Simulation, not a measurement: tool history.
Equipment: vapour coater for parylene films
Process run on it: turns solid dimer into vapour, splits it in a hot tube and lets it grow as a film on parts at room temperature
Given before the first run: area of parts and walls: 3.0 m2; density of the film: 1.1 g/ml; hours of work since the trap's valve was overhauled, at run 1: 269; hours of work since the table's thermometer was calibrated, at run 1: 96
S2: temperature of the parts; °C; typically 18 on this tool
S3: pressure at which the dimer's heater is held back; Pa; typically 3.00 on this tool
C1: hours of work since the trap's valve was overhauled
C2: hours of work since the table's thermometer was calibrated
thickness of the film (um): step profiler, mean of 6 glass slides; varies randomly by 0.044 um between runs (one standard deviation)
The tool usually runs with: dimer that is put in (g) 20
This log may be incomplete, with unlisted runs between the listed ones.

Run 1, hour 0.0: usual settings; C1 269; C2 96. Result: thickness of the film (um) 4.61.
Run 2, hour 37.0: usual settings; C1 287; C2 114. Result: thickness of the film (um) 4.52.
Run 3, hour 70.9: usual settings; C1 303; C2 130. Result: thickness of the film (um) 4.63.
Run 4, hour 103.1: usual settings; C1 318; C2 145. Result: thickness of the film (um) 4.55.
Run 5, hour 129.3: usual settings; C1 331; C2 157. Result: thickness of the film (um) 4.57.
Run 6, hour 155.0: usual settings but dimer that is put in (g) 24; C1 343; C2 169. Result: thickness of the film (um) 5.38.
Run 7, hour 176.0: usual settings but dimer that is put in (g) 16; C1 353; C2 179. Result: thickness of the film (um) 3.57.
Run 8, hour 198.4: usual settings but dimer that is put in (g) 16; C1 363; C2 190. Result: thickness of the film (um) 3.62.
Run 9, hour 231.4: usual settings but dimer that is put in (g) 24, S2 28 °C; C1 379; C2 206. Result: thickness of the film (um) 3.39.
Run 10, hour 269.0: usual settings but dimer that is put in (g) 24, S2 28 °C, S3 4.06 Pa; C1 397; C2 223. Result: thickness of the film (um) 3.16.
Run 11, hour 293.7: usual settings but dimer that is put in (g) 24, S2 28 °C, S3 4.06 Pa; C1 408; C2 235. Result: thickness of the film (um) 3.22.
Run 12, hour 317.0: usual settings but dimer that is put in (g) 11, S2 11 °C, S3 9.06 Pa; C1 419; C2 246. Result: thickness of the film (um) 2.56.
Run 13, hour 354.5: usual settings but dimer that is put in (g) 11, S2 13 °C, S3 6.43 Pa; C1 437; C2 264. Result: thickness of the film (um) 2.62.
Run 14, hour 378.5: usual settings but dimer that is put in (g) 11, S2 13 °C, S3 8.42 Pa; C1 448; C2 275. Result: thickness of the film (um) 2.44.
Run 15, hour 398.4: usual settings but S2 16 °C, S3 8.87 Pa; C1 458; C2 284. Result: thickness of the film (um) 3.81.

Consider 5 possible next runs. They are alternatives, not a sequence: every one starts from the tool as it was left by run 15. What does each give?
Run A, hour 430.7: usual settings but dimer that is put in (g) 11, S2 22 °C; C1 473; C2 300. Result: thickness of the film (um) ?.
Run B, hour 430.7: usual settings but dimer that is put in (g) 16, S2 12 °C, S3 3.59 Pa; C1 473; C2 300. Result: thickness of the film (um) ?.
Run C, hour 430.7: usual settings but dimer that is put in (g) 29, S3 3.01 Pa; C1 473; C2 300. Result: thickness of the film (um) ?.
Run D, hour 430.7: usual settings but dimer that is put in (g) 26, S2 10 °C, S3 8.19 Pa; C1 473; C2 300. Result: thickness of the film (um) ?.
Run E, hour 430.7: usual settings but dimer that is put in (g) 14, S2 30 °C, S3 2.72 Pa; C1 473; C2 300. Result: thickness of the film (um) ?.

run  thickness of the film (um)
  A                        2.01
  B                        4.30
  C                        6.39
  D                        6.55
  E                        1.77
With no hidden state in the tool, these same runs would have given:
run  thickness of the film (um)
  A                        2.21
  B                        4.78
  C                        7.05
  D                        7.23
  E                        1.95
